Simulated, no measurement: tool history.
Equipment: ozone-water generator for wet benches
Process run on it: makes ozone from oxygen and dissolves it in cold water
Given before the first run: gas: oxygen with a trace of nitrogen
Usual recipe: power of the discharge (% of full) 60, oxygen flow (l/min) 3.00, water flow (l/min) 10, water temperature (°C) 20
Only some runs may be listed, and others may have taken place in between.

| run | hour | power of the discharge (% of full) | oxygen flow (l/min) | water flow (l/min) | water temperature (°C) | dissolved ozone (ppm) | ozone in the gas ahead of the water (g/m3) |
|---|---|---|---|---|---|---|---|
| 1 | 0.0 | 60 | 3.00 | 10 | 20 | 18.4 | 171.5 |
| 2 | 26.3 | 60 | 3.00 | 10 | 20 | 18.8 | 169.4 |
| 3 | 49.9 | 60 | 3.00 | 10 | 20 | 18.4 | 169.9 |
| 4 | 65.8 | 60 | 3.00 | 10 | 20 | 18.4 | 170.5 |
| 5 | 87.0 | 60 | 3.00 | 14 | 20 | 14.5 | 171.7 |
| 6 | 118.0 | 60 | 3.00 | 14 | 20 | 14.3 | 171.2 |
| 7 | 147.0 | 60 | 1.98 | 10 | 20 | 16.6 | 194.8 |
| 8 | 181.7 | 60 | 1.98 | 10 | 20 | 16.8 | 194.7 |
| 9 | 210.7 | 60 | 3.00 | 10 | 20 | 18.2 | 170.7 |
| 10 | 240.6 | 60 | 3.00 | 10 | 20 | 18.6 | 172.0 |
| 11 | 262.3 | 60 | 3.00 | 10 | 20 | 18.2 | 169.7 |
|  | 296.6 | water thermometer calibrated |
| 12 | 298.9 | 60 | 3.00 | 10 | 20 | 18.5 | 170.3 |
| 13 | 324.0 | 60 | 3.00 | 10 | 20 | 18.4 | 170.5 |
| 14 | 342.2 | 60 | 3.00 | 10 | 20 | 18.4 | 170.3 |
| 15 | 367.3 | 60 | 3.00 | 10 | 20 | 18.5 | 171.0 |
| 16 | 396.3 | 60 | 3.00 | 10 | 20 | 18.7 | 171.4 |
| 17 | 419.1 | 60 | 3.00 | 6 | 20 | 25.3 | 170.3 |
| 18 | 454.5 | 60 | 3.00 | 6 | 20 | 25.4 | 171.5 |
| 19 | 483.3 | 60 | 3.00 | 10 | 19 | 18.8 | 170.8 |
| 20 | 519.8 | 60 | 3.00 | 10 | 19 | 18.8 | 170.6 |
| 21 | 536.8 | 68 | 3.00 | 10 | 20 | 19.9 | 184.1 |
| 22 | 567.5 | 68 | 3.00 | 10 | 20 | 19.7 | 185.9 |
| 23 | 586.7 | 60 | 4.04 | 8 | 20 | 21.9 | 153.9 |
| 24 | 610.7 | 74 | 5.02 | 7 | 13 | 30.9 | 165.1 |
| 25 | 633.1 | 60 | 3.11 | 10 | 21 | 18.4 | 169.4 |
| 26 | 661.7 | 60 | 3.11 | 10 | 21 | 18.1 | 169.1 |
| 27 | 688.0 | 60 | 5.33 | 15 | 16 | 16.3 | 144.1 |
| 28 | 703.0 | 67 | 3.00 | 10 | 20 | 19.8 | 182.0 |
| 29 | 718.6 | 79 | 3.00 | 10 | 20 | 21.6 | 201.3 |

Branching from run 29: 4 alternative next runs. What would each branch give?
| A | 739.3 | 60 | 2.84 | 10 | 20 | ? | ? |
| B | 739.3 | 82 | 3.00 | 10 | 27 | ? | ? |
| C | 739.3 | 79 | 4.92 | 10 | 17 | ? | ? |
| D | 739.3 | 79 | 2.89 | 6 | 14 | ? | ? |

| run | dissolved ozone (ppm) | ozone in the gas ahead of the water (g/m3) |
|---|---|---|
| A | 18.1 | 172.8 |
| B | 19.8 | 208.2 |
| C | 24.7 | 173.5 |
| D | 33.0 | 204.4 |
Without the tool's hidden state the same runs would have given:
| run | dissolved ozone (ppm) | ozone in the gas ahead of the water (g/m3) |
|---|---|---|
| A | 18.1 | 172.8 |
| B | 19.8 | 208.3 |
| C | 24.8 | 173.6 |
| D | 33.1 | 204.4 |
